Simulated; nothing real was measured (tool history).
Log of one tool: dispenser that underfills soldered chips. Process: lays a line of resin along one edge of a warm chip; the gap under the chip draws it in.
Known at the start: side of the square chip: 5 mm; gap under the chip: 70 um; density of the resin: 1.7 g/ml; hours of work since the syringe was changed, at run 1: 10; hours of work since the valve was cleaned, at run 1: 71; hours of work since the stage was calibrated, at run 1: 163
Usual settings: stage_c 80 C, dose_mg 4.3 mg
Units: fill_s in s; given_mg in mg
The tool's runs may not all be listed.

run	hour	stage_c	dose_mg	hours of work since the syringe was changed	hours of work since the valve was cleaned	hours of work since the stage was calibrated	fill_s	given_mg
1	0	80	4.3	10	71	163	68.2	4.19
# hour 1.7: new syringe of resin
2	5.2	84	4.3	2	74	166	31.7	4.15
3	9.6	80	4.3	5	77	168	46.5	4.13
4	16.3	80	4.3	9	81	173	63.2	4.13
# hour 19.3: new syringe of resin
5	20.9	87	4.3	1	84	175	27	4.14
# hour 26.4: dispensing valve cleaned and set on the balance
6	28	92	4.3	5	1	179	29.5	4.25
7	34.8	92	4.3	9	5	183	39.4	4.26
# hour 38.1: new syringe of resin
8	39.1	92	4.3	1	8	186	20.8	4.24
9	44.1	92	4.3	4	11	189	27	4.29
10	46.8	92	4.3	5	13	191	30.3	4.26
11	53	92	4.3	9	17	195	38.9	4.24
# hour 55.8: new syringe of resin
12	59.5	92	4.3	2	20	198	23.9	4.23
13	63.4	92	4.3	5	23	201	28.4	4.3
14	70.2	91	4.3	9	27	205	40.1	4.24
# hour 73.4: new syringe of resin
15	76.1	67	3.76	2	31	209	67.9	3.67
16	79.6	67	3.76	4	33	211	79.1	3.68
17	84.6	67	5.01	7	36	214	94.1	4.93
# hour 90.9: new syringe of resin
18	91	79	4.68	0	40	218	33.3	4.58
19	96.5	79	4.68	4	43	221	43.9	4.54
20	102.2	80	3.81	7	47	225	57	3.75
# hour 108.4: new syringe of resin
21	108.6	81	4.22	0	51	229	32.1	4.09
22	114.1	80	5.16	4	54	232	41.7	4.98
23	118.9	94	4.3	7	57	235	29.2	4.21
24	122	77	5.33	9	59	237	66.6	5.13
# hour 126.1: new syringe of resin
25	127.6	65	5.3	1	62	240	65	5.09

Forecast each of these 5 alternatives for the next run:
A	130.6	65	5.26	3	64	242	?	?
B	130.6	65	4.8	3	64	242	?	?
C	130.6	71	4.08	3	64	242	?	?
D	130.6	87	5.15	3	64	242	?	?
E	130.6	73	4.59	3	64	242	?	?

run	fill_s	given_mg
A	73.5	5.09
B	73.8	4.67
C	58.4	3.95
D	29	5
E	53.3	4.45
Without the tool's hidden state the same runs would have given:
run	fill_s	given_mg
A	63.5	5.25
B	63.6	4.82
C	50	4.08
D	25	5.17
E	45.7	4.6
